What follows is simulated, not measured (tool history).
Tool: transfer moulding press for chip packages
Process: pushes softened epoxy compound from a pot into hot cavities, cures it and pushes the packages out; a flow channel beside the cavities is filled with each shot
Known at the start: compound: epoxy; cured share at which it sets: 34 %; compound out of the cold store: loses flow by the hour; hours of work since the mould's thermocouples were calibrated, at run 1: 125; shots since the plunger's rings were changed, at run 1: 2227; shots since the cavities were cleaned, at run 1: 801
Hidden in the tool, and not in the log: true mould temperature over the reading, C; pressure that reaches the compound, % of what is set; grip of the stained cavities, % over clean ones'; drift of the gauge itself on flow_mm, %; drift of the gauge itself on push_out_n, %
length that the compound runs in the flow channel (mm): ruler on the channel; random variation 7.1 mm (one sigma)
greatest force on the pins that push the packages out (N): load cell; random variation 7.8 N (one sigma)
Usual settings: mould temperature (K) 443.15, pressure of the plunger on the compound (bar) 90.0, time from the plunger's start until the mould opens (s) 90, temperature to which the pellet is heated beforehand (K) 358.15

run,hour,mould temperature (K),pressure of the plunger on the compound (bar),time from the plunger's start until the mould opens (s),temperature to which the pellet is heated beforehand (K),hours of work since the mould's thermocouples were calibrated,shots since the plunger's rings were changed,shots since the cavities were cleaned,incoming compound's hours out of the cold store,length that the compound runs in the flow channel (mm),greatest force on the pins that push the packages out (N)
1,0.0,443.15,90.0,90,358.15,125,2227,801,23.3,852,487
# hour 7.8: cavities cleaned with cleaning compound and waxed
2,18.9,443.15,71.7,90,358.15,133,2377,96,31.8,725,370
3,30.1,443.15,71.7,90,358.15,139,2474,193,15.7,785,422
4,49.6,443.15,71.7,90,364.15,148,2642,361,34.1,721,411
5,60.3,443.15,71.7,90,364.15,153,2734,453,21.6,752,442
6,71.1,443.15,71.7,90,364.15,159,2827,546,46.9,677,443
7,86.5,444.15,90.0,90,358.15,166,2960,679,19.6,832,448
8,97.9,444.15,90.0,90,358.15,172,3058,777,8.3,900,470
# hour 108.5: cavities cleaned with cleaning compound and waxed
9,113.4,444.15,90.0,90,358.15,178,3179,43,22.5,831,356
10,121.5,435.15,90.0,90,358.15,182,3249,113,43.8,790,567
11,139.2,446.15,90.0,90,358.15,191,3401,265,42.7,762,368
12,155.4,443.15,74.2,90,358.15,199,3541,405,8.0,816,464
13,168.8,440.15,74.2,90,358.15,205,3657,521,45.1,690,481
# hour 172.5: mould's thermocouples calibrated
14,187.9,443.15,72.6,90,358.15,7,3804,668,27.3,725,465
# hour 194.0: plunger's sealing rings changed
15,199.5,443.15,72.6,90,358.15,12,48,747,44.6,714,465
16,209.8,435.15,105.4,78,356.15,17,137,836,31.3,934,1032
# hour 212.9: cavities cleaned with cleaning compound and waxed
17,221.7,436.15,86.6,85,359.15,22,226,76,27.6,839,636
18,232.1,445.15,88.0,116,366.15,27,316,166,22.8,850,320
19,240.9,445.15,88.0,116,366.15,31,392,242,39.0,786,325
# hour 247.3: mould's thermocouples calibrated, once more
20,260.2,446.15,109.5,110,359.15,6,541,391,29.3,920,362
21,273.5,446.15,109.5,77,359.15,13,655,505,26.3,924,536
22,288.0,443.15,106.7,86,367.15,20,780,630,18.8,940,518

The next listed run, before its measurement:
23,298.5,443.15,107.0,90,358.15,25,871,721,18.0,?,?

length that the compound runs in the flow channel (mm): 954
greatest force on the pins that push the packages out (N): 487
Without the tool's hidden state the same run would have given length that the compound runs in the flow channel (mm) 967, greatest force on the pins that push the packages out (N) 347.
